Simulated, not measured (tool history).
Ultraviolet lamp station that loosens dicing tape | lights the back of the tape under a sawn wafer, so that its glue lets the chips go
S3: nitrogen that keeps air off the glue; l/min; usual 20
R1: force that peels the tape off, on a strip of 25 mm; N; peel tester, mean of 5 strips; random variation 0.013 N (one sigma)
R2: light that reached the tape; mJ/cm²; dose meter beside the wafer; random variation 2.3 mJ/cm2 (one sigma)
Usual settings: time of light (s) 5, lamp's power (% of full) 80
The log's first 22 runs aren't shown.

Run 23, hour 510.3: usual settings but time of light (s) 4. Result: R1 1.429 N, R2 147 mJ/cm².
Run 24, hour 534.4: usual settings but time of light (s) 4. Result: R1 1.494 N, R2 142 mJ/cm².
At hour 536.8: window cleaned of glue's vapour.
Run 25, hour 567.8: usual settings but lamp's power (% of full) 61, S3 26 l/min. Result: R1 1.567 N, R2 125 mJ/cm².
At hour 593.8: window cleaned of glue's vapour, once more.
Run 26, hour 593.8: usual settings but time of light (s) 9, lamp's power (% of full) 88. Result: R1 0.168 N, R2 402 mJ/cm².
Run 27, hour 615.3: usual settings but time of light (s) 9, lamp's power (% of full) 88. Result: R1 0.179 N, R2 404 mJ/cm².
Run 28, hour 636.6: usual settings but time of light (s) 7, lamp's power (% of full) 65. Result: R1 0.675 N, R2 230 mJ/cm².
Run 29, hour 657.8: usual settings but time of light (s) 7, lamp's power (% of full) 65. Result: R1 0.682 N, R2 229 mJ/cm².
Run 30, hour 689.2: usual settings but time of light (s) 8, lamp's power (% of full) 72, S3 25 l/min. Result: R1 0.334 N, R2 287 mJ/cm².
Run 31, hour 706.3: usual settings but time of light (s) 7, lamp's power (% of full) 78. Result: R1 0.466 N, R2 272 mJ/cm².
Run 32, hour 732.5: usual settings but time of light (s) 9, lamp's power (% of full) 75, S3 34 l/min. Result: R1 0.180 N, R2 332 mJ/cm².
Run 33, hour 749.4: usual settings but time of light (s) 3, lamp's power (% of full) 64, S3 13 l/min. Result: R1 2.786 N, R2 94 mJ/cm².
Run 34, hour 775.9: usual settings but time of light (s) 2, lamp's power (% of full) 98, S3 11 l/min. Result: R1 2.947 N, R2 95 mJ/cm².
Run 35, hour 795.1: usual settings but time of light (s) 8, lamp's power (% of full) 99, S3 11 l/min. Result: R1 0.385 N, R2 376 mJ/cm².
Run 36, hour 811.6: usual settings but S3 17 l/min. Result: R1 1.050 N, R2 190 mJ/cm².
Run 37, hour 829.4: usual settings but S3 17 l/min. Result: R1 1.084 N, R2 188 mJ/cm².
Run 38, hour 850.8: usual settings but time of light (s) 7, lamp's power (% of full) 74, S3 22 l/min. Result: R1 0.547 N, R2 241 mJ/cm².
Run 39, hour 872.8: usual settings but time of light (s) 3, lamp's power (% of full) 90, S3 13 l/min. Result: R1 2.155 N, R2 123 mJ/cm².
Run 40, hour 894.1: usual settings but lamp's power (% of full) 94, S3 7 l/min. Result: R1 1.554 N, R2 213 mJ/cm².

Forecast each of these 5 alternatives for the next run:
Run A, hour 908.6: usual settings but lamp's power (% of full) 86, S3 12 l/min. Result: R1 ?, R2 ?.
Run B, hour 908.6: usual settings but lamp's power (% of full) 61, S3 12 l/min. Result: R1 ?, R2 ?.
Run C, hour 908.6: usual settings but lamp's power (% of full) 76, S3 8 l/min. Result: R1 ?, R2 ?.
Run D, hour 908.6: usual settings but lamp's power (% of full) 86. Result: R1 ?, R2 ?.
Run E, hour 908.6: usual settings but time of light (s) 3, lamp's power (% of full) 99, S3 7 l/min. Result: R1 ?, R2 ?.

run     R1   R2
  A  1.242  198
  B  2.007  137
  C  1.898  171
  D  0.877  197
  E  2.549  138
Without the tool's hidden state the same runs would have given:
run     R1   R2
  A  0.774  261
  B  1.425  182
  C  1.330  225
  D  0.500  259
  E  1.952  181

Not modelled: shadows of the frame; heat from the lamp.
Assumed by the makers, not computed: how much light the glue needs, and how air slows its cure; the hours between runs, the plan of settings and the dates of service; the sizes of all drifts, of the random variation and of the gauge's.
